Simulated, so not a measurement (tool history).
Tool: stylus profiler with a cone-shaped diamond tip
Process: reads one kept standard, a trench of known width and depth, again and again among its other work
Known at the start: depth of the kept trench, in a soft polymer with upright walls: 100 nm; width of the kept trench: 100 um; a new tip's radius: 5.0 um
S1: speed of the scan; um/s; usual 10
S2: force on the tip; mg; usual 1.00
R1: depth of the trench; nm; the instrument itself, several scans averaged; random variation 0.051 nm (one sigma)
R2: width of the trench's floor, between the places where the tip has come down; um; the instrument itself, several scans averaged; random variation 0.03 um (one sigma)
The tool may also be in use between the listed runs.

run 1 hour=0.0 | S1=10 S2=1.00 | R1=99.93 R2=97.50
run 2 hour=48.5 | S1=10 S2=0.81 | R1=100.02 R2=97.37
run 3 hour=97.4 | S1=10 S2=0.81 | R1=99.95 R2=97.46
run 4 hour=137.8 | S1=10 S2=0.81 | R1=99.91 R2=97.41
run 5 hour=191.2 | S1=3 S2=1.00 | R1=99.98 R2=97.46
run 6 hour=216.7 | S1=3 S2=1.00 | R1=99.96 R2=97.44
run 7 hour=243.1 | S1=3 S2=1.00 | R1=99.96 R2=97.44
run 8 hour=279.6 | S1=10 S2=1.00 | R1=99.90 R2=97.40
run 9 hour=310.7 | S1=10 S2=1.00 | R1=100.00 R2=97.41
run 10 hour=338.7 | S1=10 S2=1.00 | R1=99.87 R2=97.39
run 11 hour=396.0 | S1=8 S2=1.00 | R1=99.82 R2=97.41
run 12 hour=431.5 | S1=10 S2=1.00 | R1=99.78 R2=97.36
run 13 hour=477.9 | S1=12 S2=1.00 | R1=99.93 R2=97.31
run 14 hour=540.0 | S1=12 S2=1.00 | R1=99.90 R2=97.38
run 15 hour=576.9 | S1=8 S2=1.00 | R1=99.96 R2=97.33
run 16 hour=639.2 | S1=10 S2=1.00 | R1=99.81 R2=97.35
run 17 hour=671.3 | S1=10 S2=1.00 | R1=99.78 R2=97.34
run 18 hour=710.6 | S1=10 S2=1.00 | R1=99.85 R2=97.31
run 19 hour=769.3 | S1=10 S2=1.00 | R1=99.87 R2=97.24
run 20 hour=818.7 | S1=18 S2=1.00 | R1=99.56 R2=97.28
run 21 hour=844.0 | S1=18 S2=1.00 | R1=99.66 R2=97.20
run 22 hour=885.3 | S1=5 S2=1.00 | R1=100.60 R2=97.30
run 23 hour=930.5 | S1=5 S2=1.00 | R1=100.48 R2=97.30
run 24 hour=966.2 | S1=3 S2=2.54 | R1=100.88 R2=97.27
run 25 hour=1009.6 | S1=26 S2=1.90 | R1=100.75 R2=97.22
run 26 hour=1047.8 | S1=31 S2=0.70 | R1=100.34 R2=97.06
run 27 hour=1075.5 | S1=37 S2=0.81 | R1=100.37 R2=97.06
run 28 hour=1121.3 | S1=11 S2=0.63 | R1=100.26 R2=97.17
run 29 hour=1175.1 | S1=32 S2=0.81 | R1=100.36 R2=97.06
run 30 hour=1237.2 | S1=10 S2=0.44 | R1=100.22 R2=97.17
run 31 hour=1294.2 | S1=11 S2=1.00 | R1=100.40 R2=97.22
run 32 hour=1321.4 | S1=11 S2=1.00 | R1=100.36 R2=97.17
run 33 hour=1382.0 | S1=6 S2=2.39 | R1=100.77 R2=97.19
run 34 hour=1421.8 | S1=6 S2=2.39 | R1=100.71 R2=97.22
run 35 hour=1482.6 | S1=4 S2=0.80 | R1=100.29 R2=97.15
run 36 hour=1521.4 | S1=21 S2=0.49 | R1=100.21 R2=97.04
run 37 hour=1573.2 | S1=21 S2=0.62 | R1=100.26 R2=97.05
run 38 hour=1617.3 | S1=21 S2=0.62 | R1=100.17 R2=97.03
run 39 hour=1675.0 | S1=21 S2=0.62 | R1=100.18 R2=97.00
run 40 hour=1736.1 | S1=31 S2=1.57 | R1=100.51 R2=97.03
run 41 hour=1771.5 | S1=31 S2=1.57 | R1=100.48 R2=96.98
run 42 hour=1801.3 | S1=31 S2=1.57 | R1=100.35 R2=97.02
run 43 hour=1852.8 | S1=31 S2=1.57 | R1=100.36 R2=96.92
run 44 hour=1894.4 | S1=4 S2=2.25 | R1=100.60 R2=97.12
run 45 hour=1929.0 | S1=4 S2=2.70 | R1=100.74 R2=97.11
run 46 hour=1982.6 | S1=5 S2=0.89 | R1=100.15 R2=97.07

Taken out of this log: 2 entries between the listed runs. Where each belongs, and how the hidden state differs across it:
Between runs 19 and 20: height scale calibrated on a step standard (hour 786.6)
  radius of the tip, um: 8.79 -> 8.85; height scale over the true one, %: -0.644 -> -0.871
  measured less the result without the state, R1: -0.64 -> -0.87 nm; R2: -0.65 -> -0.67 um
Between runs 21 and 22: height scale calibrated on a step standard, once more (hour 878.4)
  radius of the tip, um: 8.89 -> 8.95; height scale over the true one, %: -0.877 -> -0.004
  measured less the result without the state, R1: -0.88 -> +0.00 nm; R2: -0.67 -> -0.67 um
